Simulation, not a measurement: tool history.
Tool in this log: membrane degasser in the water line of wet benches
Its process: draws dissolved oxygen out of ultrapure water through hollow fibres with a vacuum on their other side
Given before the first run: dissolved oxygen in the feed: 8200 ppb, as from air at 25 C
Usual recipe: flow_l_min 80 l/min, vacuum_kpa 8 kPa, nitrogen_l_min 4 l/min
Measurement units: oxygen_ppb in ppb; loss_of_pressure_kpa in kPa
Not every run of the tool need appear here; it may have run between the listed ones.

run,hour,flow_l_min,vacuum_kpa,nitrogen_l_min,oxygen_ppb,loss_of_pressure_kpa
1,0,80,8,4,218.4,49.51
2,52.6,80,8,4,218.6,49.66
3,149.9,80,8,4,218.8,49.39
4,212.8,80,8,4.58,195.2,49.32
5,289.8,80,8,4.58,194.3,49.52
6,404.1,80,8,4.58,195.1,49.33
7,501.1,80,12.56,4,407,49.69
8,585.1,80,8,4,218.8,49.76
9,672.8,80,5.4,4,106.2,49.42
10,774.7,80,5.4,4,106.1,49.97
11,850.6,80,5.4,4,107.6,49.46
12,933,66,5.4,4,86.8,41.05
13,1027,66,5.4,4,87.7,40.94
14,1083.3,66,5.4,4,87.3,40.72
15,1189.2,80,8,4,219.3,49.7
16,1257.7,80,8,4,219.6,49.62
17,1310.9,80,8,3.04,272.7,49.93
18,1418.9,80,8,3.04,274.6,49.48
19,1501.8,80,7.43,4.31,183.7,49.52
20,1570,58,5.29,5.61,54.7,36.17
21,1691.3,80,13.09,5.02,354.2,49.92
22,1755.5,112,19.48,4.44,821.7,69.91
23,1815.4,112,19.48,4.44,827.3,70.26
24,1892.3,62,9.4,2.93,286.4,38.61
25,1950.4,49,7.13,1.69,238.9,30.6
26,2015.4,59,11.15,4,266.7,36.84
27,2082.4,59,11.15,4,264.8,36.74

Run 28, settings as shown, results not yet in. Your forecast:
28,2207.7,54,5.89,2.56,?,?

For run 28 the tool returned oxygen_ppb 126.1 ppb, loss_of_pressure_kpa 33.67 kPa.
Were there no unlogged condition in the tool, this run, its random variation unchanged, would have produced oxygen_ppb 126 ppb, loss_of_pressure_kpa 33.22 kPa.

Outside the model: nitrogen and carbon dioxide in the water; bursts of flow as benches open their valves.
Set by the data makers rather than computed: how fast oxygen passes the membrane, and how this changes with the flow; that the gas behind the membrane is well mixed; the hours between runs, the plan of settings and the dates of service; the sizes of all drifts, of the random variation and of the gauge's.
